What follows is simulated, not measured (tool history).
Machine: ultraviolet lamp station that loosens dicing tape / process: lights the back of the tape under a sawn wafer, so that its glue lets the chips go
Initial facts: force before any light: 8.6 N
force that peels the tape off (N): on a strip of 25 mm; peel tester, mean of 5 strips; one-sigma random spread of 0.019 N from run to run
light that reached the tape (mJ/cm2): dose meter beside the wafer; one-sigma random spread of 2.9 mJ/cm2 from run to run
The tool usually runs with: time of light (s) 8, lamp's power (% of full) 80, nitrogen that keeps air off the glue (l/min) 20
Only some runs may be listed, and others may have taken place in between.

run    day  time of light (s)  lamp's power (% of full)  nitrogen that keeps air off the glue (l/min)  force that peels the tape off (N)  light that reached the tape (mJ/cm2)
  1  0.000                  8                        80                                            20                              1.011                                   407
  2  0.188                  8                        80                                            20                              1.012                                   408
  3  0.567                 12                        80                                            20                              0.410                                   612
  4  0.796                  8                        80                                            20                              1.024                                   409
  5  1.000                  8                        80                                            20                              1.045                                   411
  6  1.404                  8                        80                                            20                              1.002                                   400
  7  1.792                  8                        80                                            20                              1.024                                   407
  8  2.183                  8                        80                                            20                              1.089                                   407
  9  2.450                  8                        80                                            20                              1.006                                   406
 10  2.750                  8                        80                                            20                              1.001                                   405
 11  2.979                  7                        94                                            20                              1.009                                   412
 12  3.375                  7                        94                                            20                              0.996                                   422
 13  3.783                 14                        70                                            10                              0.694                                   615
 14  3.992                  8                        79                                            22                              0.993                                   395
 15  4.208                  6                        79                                            22                              1.627                                   297
 16  4.517                  8                        95                                            29                              0.580                                   473
 17  4.767                 11                        80                                            19                              0.581                                   554
 18  5.083                  8                        91                                             9                              1.397                                   448
 19  5.346                  7                        80                                            31                              1.054                                   349
 20  5.575                 10                        62                                             9                              1.848                                   386

Branching from run 20: 4 alternative next runs. What would each branch give?
  A  5.775                 10                        67                                             9                                  ?                                     ?
  B  5.775                  8                        70                                             8                                  ?                                     ?
  C  5.775                 10                        62                                            18                                  ?                                     ?
  D  5.775                 10                        62                                            30                                  ?                                     ?

run  force that peels the tape off (N)  light that reached the tape (mJ/cm2)
  A                              1.582                                   416
  B                              2.150                                   350
  C                              1.185                                   382
  D                              0.908                                   381
Without the tool's hidden state the same runs would have given:
run  force that peels the tape off (N)  light that reached the tape (mJ/cm2)
  A                              1.414                                   445
  B                              1.961                                   374
  C                              1.043                                   409
  D                              0.789                                   408
